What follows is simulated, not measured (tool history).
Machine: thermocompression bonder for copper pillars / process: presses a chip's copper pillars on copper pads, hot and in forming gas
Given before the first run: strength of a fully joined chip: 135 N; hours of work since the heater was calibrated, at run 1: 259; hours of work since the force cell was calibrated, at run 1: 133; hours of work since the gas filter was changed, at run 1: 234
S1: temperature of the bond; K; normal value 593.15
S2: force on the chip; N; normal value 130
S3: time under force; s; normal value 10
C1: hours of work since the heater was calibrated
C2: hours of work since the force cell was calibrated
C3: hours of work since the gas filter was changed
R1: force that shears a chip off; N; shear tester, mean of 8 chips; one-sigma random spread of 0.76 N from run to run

run   hour      S1   S2  S3   C1   C2   C3    R1
  1    0.0  593.15  130  10  259  133  234  54.0
  2    7.5  593.15  109  10  263  138  238  47.3
  3   15.1  593.15  109  10  268  142  242  47.0
  4   20.8  593.15  109  10  271  145  245  48.5
  5   33.4  593.15  109  10  278  152  252  47.5
  6   42.6  594.15  130  10  283  157  257  55.7
  7   52.7  594.15  130   6  288  162  263  44.7
  8   61.4  594.15  130   6  293  167  267  45.6
  9   73.0  594.15  130   6  299  173  274  44.3
 10   83.3  594.15  130   6  305  179  279  45.7
 11   88.8  594.15  130   6  308  182  283  44.9
 12  101.2  594.15  130   6  315  189  289  45.4
 13  107.6  593.15  130  18  318  192  293  66.2
 14  117.1  593.15  130  10  323  198  298  53.3
 15  123.3  593.15  102  10  327  201  301  45.8
 16  134.5  593.15  102  10  333  207  308  44.9
 17  142.9  593.15  130  10  338  212  312  55.3
     145.4  -- force cell calibrated
 18  154.5  593.15  130  10  343    5  318  53.1
 19  161.5  593.15  130  10  347    9  322  53.0
     171.2  -- force cell calibrated, once more
 20  171.2  593.15  130  10  351    0  326  54.2
     178.4  -- forming gas filter changed
 21  182.5  622.15  130  10  357    6    2  74.0
 22  191.7  593.15  130   7  362   11    7  50.9
 23  197.4  593.15  130   7  366   14   10  51.6
 24  209.1  623.15   84  25  372   21   17  73.2
 25  218.5  623.15   84  25  377   26   22  75.2
 26  225.0  586.15  192  25  381   29   26  98.6
 27  233.4  593.15   82  13  385   34   30  45.9
 28  243.7  599.15  148  13  391   39   36  73.9
 29  249.5  598.15  128   6  394   43   39  49.4
 30  261.4  593.15  130  10  401   49   46  58.8
 31  274.1  597.15  178  13  408   56   52  81.3
 32  283.7  569.15  162  14  413   61   58  63.8
 33  290.0  622.15  130  24  416   65   61  95.1
 34  296.6  574.15  130  24  420   68   65  67.1
 35  303.2  593.15  149   7  424   72   68  57.3
 36  311.1  581.15  160  10  428   76   73  60.2
 37  317.5  593.15  101  23  431   80   76  64.1
 38  326.3  576.15   98   8  436   85   81  36.4
 39  333.5  576.15   98   8  440   89   85  35.0
 40  345.2  576.15   98   8  447   95   91  36.8
 41  355.7  593.15   85   9  452  101   97  39.4

Here are 3 independent what-if runs from the current tool condition. What would each one return?
  A  365.4  593.15  130   9  458  106  103   ?
  B  365.4  569.15  118  13  458  106  103   ?
  C  365.4  612.15  132   9  458  106  103   ?

run    R1
  A  56.2
  B  47.8
  C  65.2
The same runs, with their run-to-run variation unchanged, on a tool lacking any hidden condition would have given:
run    R1
  A  55.4
  B  46.8
  C  64.6

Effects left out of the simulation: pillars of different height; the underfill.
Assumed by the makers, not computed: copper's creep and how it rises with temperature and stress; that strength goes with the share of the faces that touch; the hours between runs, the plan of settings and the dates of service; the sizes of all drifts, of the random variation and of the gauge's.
